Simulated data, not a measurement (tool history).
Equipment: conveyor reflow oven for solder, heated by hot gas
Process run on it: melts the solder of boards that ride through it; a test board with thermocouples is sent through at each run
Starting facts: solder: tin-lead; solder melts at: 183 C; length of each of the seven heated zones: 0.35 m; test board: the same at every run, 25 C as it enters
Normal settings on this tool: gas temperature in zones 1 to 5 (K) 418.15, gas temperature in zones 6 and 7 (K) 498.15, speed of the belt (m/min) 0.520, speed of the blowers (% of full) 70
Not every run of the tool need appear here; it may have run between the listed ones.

run	hour	gas temperature in zones 1 to 5 (K)	gas temperature in zones 6 and 7 (K)	speed of the belt (m/min)	speed of the blowers (% of full)	highest temperature of the board (K)	time above the solder's melting point (s)
1	0.0	418.15	498.15	0.520	70	484.34	58.2
2	7.4	418.15	498.15	0.520	70	484.19	58.3
3	14.8	418.15	498.15	0.520	70	484.25	58.0
4	21.3	418.15	498.15	0.520	70	484.20	58.2
# hour 28.0: thermocouples of zones 6 and 7 changed
5	29.3	418.15	498.15	0.468	70	485.88	67.6
6	37.4	418.15	498.15	0.605	70	478.81	43.4
7	47.5	418.15	498.15	0.520	70	483.19	57.3
8	57.5	418.15	498.15	0.520	70	483.26	57.1
# hour 63.4: flux residue cleaned out of gas plates and filters
9	70.8	418.15	498.15	0.520	70	482.83	56.3
10	80.2	418.15	499.15	0.520	56	481.11	54.2
11	85.3	423.15	507.15	0.445	51	492.34	78.8
12	93.2	427.15	507.15	0.493	56	491.18	71.5
# hour 99.0: flux residue cleaned out of gas plates and filters, once more
13	106.3	418.15	498.15	0.573	77	482.41	51.0
14	110.9	418.15	498.15	0.573	77	482.46	51.1
15	115.9	418.15	498.15	0.573	77	482.40	50.9
16	124.1	421.15	498.15	0.520	70	484.47	60.3
17	130.8	420.15	498.15	0.520	70	484.24	59.5

Measured result minus the same run's result without the hidden state. Both carry the same run-to-run variation, though not necessarily the same gauge scatter:
The tool's hidden condition here consists of: heat that the gas passes to the board, % of a clean oven's; belt's true speed, % of the reading; true gas temperature in zones 6 and 7 over the reading, C; drift of the gauge itself on peak_c, C; drift of the gauge itself on liquid_s, %.
run	highest temperature of the board (K)	time above the solder's melting point (s)
1	-0.01	+0.0
2	-0.02	+0.0
3	-0.04	+0.0
4	-0.05	+0.0
5	-0.95	-0.8
6	-1.14	-1.2
7	-1.06	-1.0
8	-1.08	-1.0
9	-1.42	-1.5
10	-1.37	-1.5
11	-1.21	-0.8
12	-1.33	-0.8
13	-0.21	+0.2
14	-0.23	+0.1
15	-0.24	+0.1
16	-0.27	+0.2
17	-0.29	+0.1
